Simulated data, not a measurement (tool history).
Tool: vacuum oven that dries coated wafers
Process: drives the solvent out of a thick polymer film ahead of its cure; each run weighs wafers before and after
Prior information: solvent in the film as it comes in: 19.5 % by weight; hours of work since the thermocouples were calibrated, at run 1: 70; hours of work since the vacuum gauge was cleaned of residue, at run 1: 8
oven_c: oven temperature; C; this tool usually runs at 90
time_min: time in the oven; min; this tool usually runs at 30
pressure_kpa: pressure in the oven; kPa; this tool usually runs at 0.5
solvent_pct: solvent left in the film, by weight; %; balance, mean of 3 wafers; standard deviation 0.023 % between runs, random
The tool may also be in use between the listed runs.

| run | hour | oven_c | time_min | pressure_kpa | hours of work since the thermocouples were calibrated | hours of work since the vacuum gauge was cleaned of residue | solvent_pct |
|---|---|---|---|---|---|---|---|
| 1 | 0 | 90 | 30 | 0.5 | 70 | 8 | 2.61 |
| 2 | 55 | 90 | 30 | 0.46 | 109 | 47 | 2.63 |
| 3 | 87.2 | 81 | 30 | 0.5 | 132 | 70 | 5.72 |
| 4 | 135.1 | 81 | 30 | 0.5 | 166 | 104 | 5.64 |
| 5 | 165.5 | 81 | 30 | 0.5 | 187 | 126 | 5.69 |
| 6 | 211.8 | 81 | 30 | 0.5 | 220 | 158 | 5.67 |
| 7 | 257.3 | 81 | 30 | 0.5 | 252 | 191 | 5.59 |
| 8 | 289.7 | 81 | 30 | 0.5 | 275 | 214 | 5.6 |
| 9 | 327.6 | 81 | 30 | 0.5 | 302 | 241 | 5.55 |
| 10 | 376.6 | 90 | 49 | 0.5 | 337 | 275 | 0.98 |
| 11 | 405.8 | 84 | 47 | 0.931 | 358 | 296 | 2.57 |
| 12 | 461.2 | 101 | 32 | 0.946 | 397 | 335 | 0.62 |
| 13 | 493.1 | 101 | 32 | 0.946 | 420 | 358 | 0.67 |
| 14 | 549.4 | 90 | 29 | 0.826 | 460 | 398 | 2.8 |
| 15 | 574.2 | 90 | 30 | 1.483 | 477 | 416 | 2.94 |
| 16 | 622.1 | 101 | 18 | 0.5 | 511 | 450 | 1.76 |
| 17 | 656 | 89 | 18 | 1.736 | 535 | 474 | 5.93 |
| 18 | 710.3 | 90 | 35 | 0.733 | 574 | 512 | 1.99 |

Alternative continuations, all from the tool just after run 18; predict every row:
| A | 740.8 | 105 | 35 | 0.733 | 595 | 534 | ? |
| B | 740.8 | 94 | 35 | 0.78 | 595 | 534 | ? |
| C | 740.8 | 90 | 35 | 0.294 | 595 | 534 | ? |
| D | 740.8 | 92 | 17 | 0.504 | 595 | 534 | ? |

| run | solvent_pct |
|---|---|
| A | 0.33 |
| B | 1.24 |
| C | 1.74 |
| D | 4.66 |
Had the tool no hidden state, the same runs would have come out as:
| run | solvent_pct |
|---|---|
| A | 0.32 |
| B | 1.39 |
| C | 1.97 |
| D | 5.07 |
